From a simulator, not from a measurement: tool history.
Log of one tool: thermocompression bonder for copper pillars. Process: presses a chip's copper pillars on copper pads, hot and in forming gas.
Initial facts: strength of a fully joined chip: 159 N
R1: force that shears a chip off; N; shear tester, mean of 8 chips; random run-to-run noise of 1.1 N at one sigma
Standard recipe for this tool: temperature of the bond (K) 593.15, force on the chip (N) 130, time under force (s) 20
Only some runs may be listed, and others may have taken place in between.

{"run": 1, "hour": 0.0, "temperature of the bond (K)": 593.15, "force on the chip (N)": 130, "time under force (s)": 20, "R1": 87.9}
{"run": 2, "hour": 58.5, "temperature of the bond (K)": 593.15, "force on the chip (N)": 130, "time under force (s)": 12, "R1": 74.2}
{"run": 3, "hour": 89.8, "temperature of the bond (K)": 611.15, "force on the chip (N)": 130, "time under force (s)": 12, "R1": 90.3}
{"run": 4, "hour": 142.2, "temperature of the bond (K)": 611.15, "force on the chip (N)": 130, "time under force (s)": 12, "R1": 91.3}
{"run": 5, "hour": 200.9, "temperature of the bond (K)": 593.15, "force on the chip (N)": 130, "time under force (s)": 18, "R1": 85.3}
{"hour": 204.5, "done": "forming gas filter changed"}
{"run": 6, "hour": 257.7, "temperature of the bond (K)": 593.15, "force on the chip (N)": 130, "time under force (s)": 18, "R1": 95.0}
{"run": 7, "hour": 309.3, "temperature of the bond (K)": 593.15, "force on the chip (N)": 130, "time under force (s)": 18, "R1": 94.8}
{"run": 8, "hour": 368.0, "temperature of the bond (K)": 579.15, "force on the chip (N)": 130, "time under force (s)": 20, "R1": 85.1}
{"run": 9, "hour": 394.1, "temperature of the bond (K)": 579.15, "force on the chip (N)": 104, "time under force (s)": 12, "R1": 59.7}

Run 10 is up next; what results do you expect?
{"run": 10, "hour": 455.9, "temperature of the bond (K)": 579.15, "force on the chip (N)": 104, "time under force (s)": 12, "R1": "?"}

{"run 10": {"R1": 59.9}}
With no hidden state in the tool, this same run would have given R1 56.4 N.
